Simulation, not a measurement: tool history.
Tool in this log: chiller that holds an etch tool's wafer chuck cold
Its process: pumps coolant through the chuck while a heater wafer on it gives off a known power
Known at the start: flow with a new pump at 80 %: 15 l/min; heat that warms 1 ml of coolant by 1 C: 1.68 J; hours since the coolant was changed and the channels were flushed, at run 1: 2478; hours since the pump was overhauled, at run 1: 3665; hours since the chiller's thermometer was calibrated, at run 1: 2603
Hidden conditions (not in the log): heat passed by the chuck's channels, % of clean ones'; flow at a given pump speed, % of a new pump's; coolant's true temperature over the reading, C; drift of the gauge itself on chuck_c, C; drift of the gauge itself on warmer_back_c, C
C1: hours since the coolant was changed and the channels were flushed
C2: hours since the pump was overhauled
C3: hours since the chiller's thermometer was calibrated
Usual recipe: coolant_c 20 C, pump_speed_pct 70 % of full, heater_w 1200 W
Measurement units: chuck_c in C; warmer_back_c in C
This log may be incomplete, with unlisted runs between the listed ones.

run 1 hour=0 | coolant_c=20 pump_speed_pct=70 heater_w=1200 | C1=2478 C2=3665 C3=2603 | chuck_c=32.8 warmer_back_c=3.2
run 2 hour=66.5 | coolant_c=20 pump_speed_pct=70 heater_w=1200 | C1=2545 C2=3731 C3=2670 | chuck_c=32.9 warmer_back_c=3.25
run 3 hour=149.1 | coolant_c=20 pump_speed_pct=70 heater_w=1200 | C1=2627 C2=3814 C3=2753 | chuck_c=33 warmer_back_c=3.32
run 4 hour=243.5 | coolant_c=20 pump_speed_pct=70 heater_w=1200 | C1=2721 C2=3908 C3=2847 | chuck_c=32.9 warmer_back_c=3.29
-- hour=279.5 chiller's thermometer calibrated
run 5 hour=307.6 | coolant_c=20 pump_speed_pct=70 heater_w=1200 | C1=2785 C2=3971 C3=28 | chuck_c=33 warmer_back_c=3.21
run 6 hour=369.5 | coolant_c=20 pump_speed_pct=70 heater_w=1200 | C1=2846 C2=4033 C3=90 | chuck_c=32.9 warmer_back_c=3.24
run 7 hour=420.6 | coolant_c=10 pump_speed_pct=70 heater_w=1200 | C1=2898 C2=4084 C3=141 | chuck_c=22.9 warmer_back_c=3.21
-- hour=481.9 coolant changed, channels flushed
run 8 hour=532.4 | coolant_c=20 pump_speed_pct=70 heater_w=1200 | C1=51 C2=4190 C3=247 | chuck_c=32.8 warmer_back_c=3.3
run 9 hour=583.8 | coolant_c=10 pump_speed_pct=70 heater_w=1200 | C1=102 C2=4242 C3=298 | chuck_c=22.9 warmer_back_c=3.23
run 10 hour=650.5 | coolant_c=10 pump_speed_pct=70 heater_w=1601 | C1=169 C2=4308 C3=365 | chuck_c=27.3 warmer_back_c=4.42
run 11 hour=733.2 | coolant_c=10 pump_speed_pct=70 heater_w=1601 | C1=251 C2=4391 C3=448 | chuck_c=27.3 warmer_back_c=4.4
run 12 hour=808.3 | coolant_c=20 pump_speed_pct=70 heater_w=1754 | C1=326 C2=4466 C3=523 | chuck_c=38.9 warmer_back_c=4.79
run 13 hour=899.2 | coolant_c=20 pump_speed_pct=70 heater_w=1754 | C1=417 C2=4557 C3=614 | chuck_c=38.8 warmer_back_c=4.79
run 14 hour=981.1 | coolant_c=20 pump_speed_pct=70 heater_w=1754 | C1=499 C2=4639 C3=696 | chuck_c=38.9 warmer_back_c=4.81
run 15 hour=1027.4 | coolant_c=20 pump_speed_pct=70 heater_w=1754 | C1=546 C2=4685 C3=742 | chuck_c=38.7 warmer_back_c=4.74
run 16 hour=1100.3 | coolant_c=20 pump_speed_pct=70 heater_w=1754 | C1=618 C2=4758 C3=815 | chuck_c=38.9 warmer_back_c=4.76
-- hour=1112.7 coolant pump overhauled
run 17 hour=1175.4 | coolant_c=20 pump_speed_pct=64 heater_w=815 | C1=688 C2=63 C3=885 | chuck_c=29.4 warmer_back_c=2.43
run 18 hour=1225.6 | coolant_c=16 pump_speed_pct=84 heater_w=815 | C1=739 C2=113 C3=935 | chuck_c=23.6 warmer_back_c=1.9
run 19 hour=1323.2 | coolant_c=29 pump_speed_pct=89 heater_w=1023 | C1=836 C2=210 C3=1033 | chuck_c=37.9 warmer_back_c=2.22
run 20 hour=1408 | coolant_c=13 pump_speed_pct=63 heater_w=1652 | C1=921 C2=295 C3=1118 | chuck_c=32.3 warmer_back_c=4.95

Forecast each of these 4 alternatives for the next run:
run A hour=1498.5 | coolant_c=16 pump_speed_pct=70 heater_w=1200 | C1=1012 C2=386 C3=1208 | chuck_c=? warmer_back_c=?
run B hour=1498.5 | coolant_c=20 pump_speed_pct=78 heater_w=1200 | C1=1012 C2=386 C3=1208 | chuck_c=? warmer_back_c=?
run C hour=1498.5 | coolant_c=13 pump_speed_pct=69 heater_w=1752 | C1=1012 C2=386 C3=1208 | chuck_c=? warmer_back_c=?
run D hour=1498.5 | coolant_c=17 pump_speed_pct=96 heater_w=1044 | C1=1012 C2=386 C3=1208 | chuck_c=? warmer_back_c=?

run=A chuck_c=28.7 warmer_back_c=3.2
run=B chuck_c=31.7 warmer_back_c=2.96
run=C chuck_c=32 warmer_back_c=4.84
run=D chuck_c=25.6 warmer_back_c=2.1
Without the tool's hidden state the same runs would have given:
run=A chuck_c=28.7 warmer_back_c=3.2
run=B chuck_c=31.7 warmer_back_c=2.96
run=C chuck_c=32 warmer_back_c=4.84
run=D chuck_c=25.6 warmer_back_c=2.1
